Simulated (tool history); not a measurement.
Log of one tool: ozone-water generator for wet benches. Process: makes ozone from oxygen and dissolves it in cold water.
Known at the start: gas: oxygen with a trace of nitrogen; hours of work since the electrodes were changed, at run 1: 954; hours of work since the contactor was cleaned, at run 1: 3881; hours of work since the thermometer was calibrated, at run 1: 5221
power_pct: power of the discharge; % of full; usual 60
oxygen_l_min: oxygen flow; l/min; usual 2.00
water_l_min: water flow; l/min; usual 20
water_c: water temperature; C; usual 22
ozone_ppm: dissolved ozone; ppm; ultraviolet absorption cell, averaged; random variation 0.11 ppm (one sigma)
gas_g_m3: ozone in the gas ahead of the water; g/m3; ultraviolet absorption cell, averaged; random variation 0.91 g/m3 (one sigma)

| run | hour | power_pct | oxygen_l_min | water_l_min | water_c | hours of work since the electrodes were changed | hours of work since the contactor was cleaned | hours of work since the thermometer was calibrated | ozone_ppm | gas_g_m3 |
|---|---|---|---|---|---|---|---|---|---|---|
| 1 | 0.0 | 60 | 2.00 | 20 | 22 | 954 | 3881 | 5221 | 6.8 | 152.9 |
| 2 | 30.6 | 60 | 2.31 | 20 | 22 | 984 | 3911 | 5251 | 6.8 | 138.2 |
| 3 | 56.9 | 60 | 2.31 | 20 | 22 | 1010 | 3937 | 5277 | 6.8 | 138.2 |
| 4 | 88.3 | 60 | 2.31 | 20 | 22 | 1041 | 3968 | 5308 | 6.7 | 136.7 |
| 5 | 125.3 | 60 | 2.00 | 20 | 21 | 1077 | 4005 | 5345 | 6.7 | 151.6 |
| 6 | 169.1 | 60 | 2.00 | 20 | 21 | 1121 | 4048 | 5388 | 6.7 | 154.5 |
| 7 | 230.0 | 60 | 2.00 | 20 | 21 | 1181 | 4108 | 5448 | 6.9 | 154.2 |
| 8 | 270.7 | 60 | 1.26 | 20 | 22 | 1221 | 4148 | 5489 | 6.5 | 211.3 |
| 9 | 317.2 | 60 | 1.26 | 20 | 22 | 1267 | 4194 | 5535 | 6.4 | 212.9 |
| 10 | 369.4 | 60 | 1.26 | 20 | 22 | 1319 | 4246 | 5586 | 6.5 | 212.6 |
| 11 | 408.2 | 60 | 1.31 | 20 | 22 | 1357 | 4284 | 5624 | 6.4 | 206.7 |
| 12 | 446.6 | 60 | 2.00 | 20 | 22 | 1395 | 4322 | 5662 | 6.6 | 156.4 |
| 13 | 480.4 | 60 | 2.00 | 20 | 22 | 1428 | 4356 | 5696 | 6.7 | 154.9 |
| 14 | 535.0 | 60 | 2.00 | 29 | 22 | 1482 | 4409 | 5750 | 4.1 | 154.6 |
|  | 554.2 | water thermometer calibrated |
| 15 | 583.8 | 60 | 2.00 | 29 | 22 | 1530 | 4457 | 29 | 4.1 | 156.2 |
| 16 | 637.8 | 60 | 2.00 | 29 | 22 | 1583 | 4511 | 83 | 4.2 | 157.2 |
| 17 | 681.0 | 60 | 2.00 | 29 | 22 | 1626 | 4553 | 125 | 4.0 | 156.9 |
|  | 718.8 | gauge calibrated |
| 18 | 722.3 | 60 | 2.00 | 20 | 19 | 1667 | 4594 | 166 | 6.7 | 151.7 |
| 19 | 772.1 | 45 | 1.35 | 13 | 27 | 1716 | 4643 | 215 | 8.0 | 159.0 |
| 20 | 805.4 | 45 | 1.35 | 13 | 27 | 1749 | 4676 | 248 | 8.2 | 160.6 |
| 21 | 849.5 | 45 | 1.35 | 13 | 24 | 1793 | 4720 | 292 | 8.2 | 160.0 |
| 22 | 892.8 | 60 | 2.00 | 20 | 16 | 1836 | 4763 | 335 | 6.9 | 152.7 |
| 23 | 934.6 | 63 | 2.21 | 17 | 25 | 1877 | 4804 | 376 | 8.0 | 150.1 |
| 24 | 983.3 | 63 | 2.21 | 17 | 25 | 1925 | 4852 | 424 | 8.0 | 149.5 |
| 25 | 1031.5 | 63 | 2.21 | 17 | 25 | 1973 | 4900 | 472 | 8.2 | 147.8 |
| 26 | 1076.4 | 86 | 2.21 | 17 | 25 | 2017 | 4944 | 516 | 10.4 | 192.5 |
| 27 | 1113.2 | 43 | 2.35 | 26 | 25 | 2053 | 4980 | 552 | 3.7 | 107.0 |
| 28 | 1150.3 | 43 | 2.35 | 26 | 25 | 2090 | 5017 | 589 | 3.7 | 107.3 |
| 29 | 1206.7 | 43 | 2.35 | 26 | 25 | 2146 | 5073 | 645 | 3.6 | 108.1 |
| 30 | 1242.2 | 60 | 2.00 | 20 | 16 | 2181 | 5108 | 680 | 6.9 | 157.5 |
| 31 | 1301.9 | 60 | 1.48 | 21 | 14 | 2240 | 5167 | 739 | 6.5 | 191.7 |
| 32 | 1341.4 | 60 | 1.48 | 21 | 14 | 2279 | 5206 | 778 | 6.6 | 191.8 |

Forecast each of these 4 alternatives for the next run:
| A | 1391.2 | 60 | 1.00 | 21 | 14 | 2328 | 5255 | 827 | ? | ? |
| B | 1391.2 | 62 | 2.00 | 20 | 22 | 2328 | 5255 | 827 | ? | ? |
| C | 1391.2 | 60 | 2.00 | 20 | 21 | 2328 | 5255 | 827 | ? | ? |
| D | 1391.2 | 79 | 1.48 | 21 | 14 | 2328 | 5255 | 827 | ? | ? |

| run | ozone_ppm | gas_g_m3 |
|---|---|---|
| A | 6.0 | 253.6 |
| B | 6.8 | 158.5 |
| C | 6.7 | 157.5 |
| D | 7.9 | 236.2 |
Without the tool's hidden state the same runs would have given:
| run | ozone_ppm | gas_g_m3 |
|---|---|---|
| A | 6.0 | 246.9 |
| B | 6.8 | 154.2 |
| C | 6.7 | 153.3 |
| D | 7.9 | 230.0 |

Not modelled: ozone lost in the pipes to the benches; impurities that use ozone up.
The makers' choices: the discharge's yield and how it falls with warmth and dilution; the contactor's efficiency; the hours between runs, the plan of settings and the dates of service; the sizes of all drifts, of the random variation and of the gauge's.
